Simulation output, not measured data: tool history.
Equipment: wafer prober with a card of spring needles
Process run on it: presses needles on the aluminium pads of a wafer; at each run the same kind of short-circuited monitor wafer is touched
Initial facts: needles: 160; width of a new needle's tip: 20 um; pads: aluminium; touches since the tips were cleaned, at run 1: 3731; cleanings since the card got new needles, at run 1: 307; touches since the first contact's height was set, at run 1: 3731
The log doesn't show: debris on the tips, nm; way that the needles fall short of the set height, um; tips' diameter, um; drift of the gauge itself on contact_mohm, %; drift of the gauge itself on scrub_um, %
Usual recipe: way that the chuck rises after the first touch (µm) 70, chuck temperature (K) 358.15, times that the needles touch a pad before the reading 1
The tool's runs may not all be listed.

| run | hour | way that the chuck rises after the first touch (µm) | chuck temperature (K) | times that the needles touch a pad before the reading | touches since the tips were cleaned | cleanings since the card got new needles | touches since the first contact's height was set | resistance of one needle with its contact and lead (mohm) | way that a needle slides on the pad (µm) |
|---|---|---|---|---|---|---|---|---|---|
| 1 | 0.0 | 70 | 358.15 | 1 | 3731 | 307 | 3731 | 237 | 19.44 |
|  | 5.1 | tips cleaned on abrasive film |
|  | 17.6 | tips cleaned on abrasive film |
|  | 30.1 | tips cleaned on abrasive film |
|  | 42.6 | tips cleaned on abrasive film |
|  | 52.7 | tips cleaned on abrasive film |
|  | 65.2 | tips cleaned on abrasive film |
|  | 77.2 | card fitted with new needles |
|  | 89.7 | tips cleaned on abrasive film |
| 2 | 91.7 | 70 | 358.15 | 1 | 1308 | 1 | 9694 | 239 | 19.45 |
|  | 101.7 | tips cleaned on abrasive film |
|  | 114.2 | tips cleaned on abrasive film |
|  | 124.3 | tips cleaned on abrasive film |
|  | 136.8 | tips cleaned on abrasive film |
| 3 | 145.7 | 70 | 358.15 | 1 | 5989 | 5 | 45872 | 233 | 19.44 |
|  | 148.2 | tips cleaned on abrasive film |
|  | 160.8 | tips cleaned on abrasive film |
|  | 170.8 | tips cleaned on abrasive film |
|  | 183.3 | tips cleaned on abrasive film |
|  | 195.9 | tips cleaned on abrasive film |
| 4 | 196.9 | 61 | 358.15 | 1 | 704 | 10 | 80119 | 235 | 16.87 |
|  | 202.2 | height of the first contact set anew |
|  | 207.2 | tips cleaned on abrasive film |
|  | 217.3 | tips cleaned on abrasive film |
|  | 227.3 | tips cleaned on abrasive film |
|  | 237.3 | tips cleaned on abrasive film |
|  | 249.9 | tips cleaned on abrasive film |
|  | 262.4 | tips cleaned on abrasive film |
|  | 272.4 | tips cleaned on abrasive film |
| 5 | 280.7 | 70 | 358.15 | 1 | 5607 | 17 | 52568 | 234 | 19.44 |
|  | 283.3 | tips cleaned on abrasive film |
|  | 295.9 | tips cleaned on abrasive film |
|  | 308.4 | tips cleaned on abrasive film |
|  | 318.4 | tips cleaned on abrasive film |
|  | 326.2 | height of the first contact set anew |
|  | 331.2 | tips cleaned on abrasive film |
| 6 | 335.9 | 70 | 358.15 | 1 | 3174 | 22 | 6529 | 240 | 19.39 |
|  | 343.5 | tips cleaned on abrasive film |
|  | 353.5 | tips cleaned on abrasive film |
|  | 366.1 | tips cleaned on abrasive film |
|  | 376.1 | tips cleaned on abrasive film |
|  | 388.6 | tips cleaned on abrasive film |
|  | 398.7 | tips cleaned on abrasive film |
| 7 | 404.0 | 70 | 358.15 | 1 | 3589 | 28 | 52047 | 234 | 19.38 |
|  | 409.1 | tips cleaned on abrasive film |
|  | 421.6 | tips cleaned on abrasive film |
|  | 434.1 | tips cleaned on abrasive film |
|  | 446.6 | tips cleaned on abrasive film |
|  | 449.4 | height of the first contact set anew |
|  | 459.4 | tips cleaned on abrasive film |
|  | 472.0 | tips cleaned on abrasive film |
| 8 | 480.3 | 70 | 358.15 | 1 | 5643 | 34 | 20738 | 237 | 19.31 |
|  | 482.9 | tips cleaned on abrasive film |
|  | 493.0 | tips cleaned on abrasive film |
|  | 503.0 | tips cleaned on abrasive film |
|  | 515.5 | tips cleaned on abrasive film |
| 9 | 516.4 | 70 | 358.15 | 1 | 608 | 38 | 44826 | 236 | 19.30 |
|  | 526.5 | tips cleaned on abrasive film |
|  | 539.0 | tips cleaned on abrasive film |
|  | 551.5 | tips cleaned on abrasive film |
|  | 564.0 | tips cleaned on abrasive film |
|  | 574.1 | tips cleaned on abrasive film |
|  | 574.4 | height of the first contact set anew |
|  | 584.4 | tips cleaned on abrasive film |
|  | 594.4 | tips cleaned on abrasive film |
| 10 | 596.2 | 70 | 358.15 | 1 | 1217 | 45 | 14635 | 234 | 19.30 |
|  | 606.3 | tips cleaned on abrasive film |
|  | 616.3 | tips cleaned on abrasive film |
|  | 626.4 | tips cleaned on abrasive film |
|  | 636.4 | tips cleaned on abrasive film |
|  | 648.9 | tips cleaned on abrasive film |
| 11 | 651.5 | 70 | 358.15 | 1 | 1738 | 50 | 51594 | 233 | 19.27 |
|  | 659.0 | tips cleaned on abrasive film |
|  | 669.1 | tips cleaned on abrasive film |
|  | 681.6 | tips cleaned on abrasive film |
|  | 691.7 | tips cleaned on abrasive film |
|  | 699.4 | height of the first contact set anew |
|  | 704.5 | tips cleaned on abrasive film |
|  | 714.5 | tips cleaned on abrasive film |
|  | 724.6 | tips cleaned on abrasive film |
|  | 737.1 | tips cleaned on abrasive film |
| 12 | 739.8 | 52 | 306.15 | 1 | 1850 | 58 | 27007 | 225 | 14.33 |
|  | 747.4 | tips cleaned on abrasive film |
|  | 757.4 | tips cleaned on abrasive film |
|  | 767.5 | tips cleaned on abrasive film |
|  | 780.0 | tips cleaned on abrasive film |
|  | 790.0 | tips cleaned on abrasive film |
|  | 802.5 | tips cleaned on abrasive film |
| 13 | 802.7 | 68 | 347.15 | 3 | 99 | 64 | 69040 | 234 | 18.71 |
|  | 812.7 | tips cleaned on abrasive film |
|  | 822.8 | tips cleaned on abrasive film |
|  | 823.1 | height of the first contact set anew |
|  | 835.6 | tips cleaned on abrasive film |
|  | 845.6 | tips cleaned on abrasive film |
|  | 855.7 | tips cleaned on abrasive film |
|  | 868.2 | tips cleaned on abrasive film |
|  | 880.7 | tips cleaned on abrasive film |
| 14 | 886.2 | 73 | 325.15 | 2 | 3681 | 71 | 42255 | 223 | 20.05 |
|  | 891.2 | tips cleaned on abrasive film |
|  | 901.3 | tips cleaned on abrasive film |
|  | 913.8 | tips cleaned on abrasive film |
|  | 923.8 | tips cleaned on abrasive film |
|  | 936.4 | tips cleaned on abrasive film |
|  | 946.6 | height of the first contact set anew |
|  | 949.2 | tips cleaned on abrasive film |
|  | 961.7 | tips cleaned on abrasive film |
| 15 | 969.4 | 73 | 325.15 | 2 | 5194 | 78 | 15257 | 230 | 19.98 |
|  | 972.0 | tips cleaned on abrasive film |
|  | 982.0 | tips cleaned on abrasive film |
|  | 992.1 | tips cleaned on abrasive film |
|  | 1002.1 | tips cleaned on abrasive film |
|  | 1013.3 | tips cleaned on abrasive film |
| 16 | 1013.3 | 73 | 325.15 | 2 | 0 | 83 | 44566 | 225 | 19.95 |
|  | 1025.8 | tips cleaned on abrasive film |
|  | 1035.9 | tips cleaned on abrasive film |
|  | 1045.9 | tips cleaned on abrasive film |
|  | 1058.4 | tips cleaned on abrasive film |
|  | 1068.5 | tips cleaned on abrasive film |
|  | 1071.3 | height of the first contact set anew |
|  | 1078.8 | tips cleaned on abrasive film |
| 17 | 1078.9 | 73 | 325.15 | 2 | 41 | 89 | 5073 | 224 | 19.98 |
|  | 1088.9 | tips cleaned on abrasive film |
|  | 1101.4 | tips cleaned on abrasive film |
|  | 1111.5 | tips cleaned on abrasive film |
|  | 1124.0 | tips cleaned on abrasive film |
| 18 | 1124.5 | 55 | 309.15 | 1 | 352 | 93 | 35606 | 226 | 15.08 |
|  | 1134.5 | tips cleaned on abrasive film |
|  | 1144.6 | tips cleaned on abrasive film |
|  | 1154.6 | tips cleaned on abrasive film |
|  | 1167.1 | tips cleaned on abrasive film |
|  | 1179.7 | tips cleaned on abrasive film |
| 19 | 1188.4 | 55 | 309.15 | 1 | 5868 | 98 | 78371 | 226 | 15.04 |
|  | 1190.9 | tips cleaned on abrasive film |
|  | 1196.2 | height of the first contact set anew |
|  | 1201.3 | tips cleaned on abrasive film |
|  | 1211.3 | tips cleaned on abrasive film |
|  | 1221.4 | tips cleaned on abrasive film |
|  | 1233.9 | tips cleaned on abrasive film |
|  | 1243.9 | tips cleaned on abrasive film |
|  | 1256.4 | tips cleaned on abrasive film |
| 20 | 1263.3 | 68 | 309.15 | 2 | 4625 | 105 | 44878 | 224 | 18.62 |
|  | 1268.4 | tips cleaned on abrasive film |
|  | 1278.4 | tips cleaned on abrasive film |
|  | 1288.3 | gauge calibrated |
|  | 1290.9 | tips cleaned on abrasive film |
|  | 1303.5 | tips cleaned on abrasive film |
|  | 1313.5 | tips cleaned on abrasive film |
|  | 1321.3 | height of the first contact set anew |
|  | 1326.3 | tips cleaned on abrasive film |
| 21 | 1331.8 | 88 | 309.15 | 2 | 3669 | 111 | 7023 | 219 | 24.43 |

Below are 3 alternative next runs, each starting from the tool's condition after run 21. Predict each:
|  | 1336.8 | tips cleaned on abrasive film |
|  | 1346.9 | tips cleaned on abrasive film |
|  | 1359.4 | tips cleaned on abrasive film |
|  | 1369.4 | tips cleaned on abrasive film |
|  | 1379.5 | tips cleaned on abrasive film |
|  | 1392.0 | tips cleaned on abrasive film |
|  | 1402.0 | tips cleaned on abrasive film |
| A | 1411.9 | 62 | 309.15 | 3 | 6692 | 118 | 60676 | ? | ? |
|  | 1336.8 | tips cleaned on abrasive film |
|  | 1346.9 | tips cleaned on abrasive film |
|  | 1359.4 | tips cleaned on abrasive film |
|  | 1369.4 | tips cleaned on abrasive film |
|  | 1379.5 | tips cleaned on abrasive film |
|  | 1392.0 | tips cleaned on abrasive film |
|  | 1402.0 | tips cleaned on abrasive film |
| B | 1411.9 | 88 | 343.15 | 2 | 6692 | 118 | 60676 | ? | ? |
|  | 1336.8 | tips cleaned on abrasive film |
|  | 1346.9 | tips cleaned on abrasive film |
|  | 1359.4 | tips cleaned on abrasive film |
|  | 1369.4 | tips cleaned on abrasive film |
|  | 1379.5 | tips cleaned on abrasive film |
|  | 1392.0 | tips cleaned on abrasive film |
|  | 1402.0 | tips cleaned on abrasive film |
| C | 1411.9 | 70 | 309.15 | 1 | 6692 | 118 | 60676 | ? | ? |

| run | resistance of one needle with its contact and lead (mohm) | way that a needle slides on the pad (µm) |
|---|---|---|
| A | 222 | 17.21 |
| B | 227 | 24.36 |
| C | 226 | 19.39 |
With no hidden state in the tool, these same runs would have given:
| run | resistance of one needle with its contact and lead (mohm) | way that a needle slides on the pad (µm) |
|---|---|---|
| A | 222 | 17.24 |
| B | 227 | 24.39 |
| C | 225 | 19.42 |
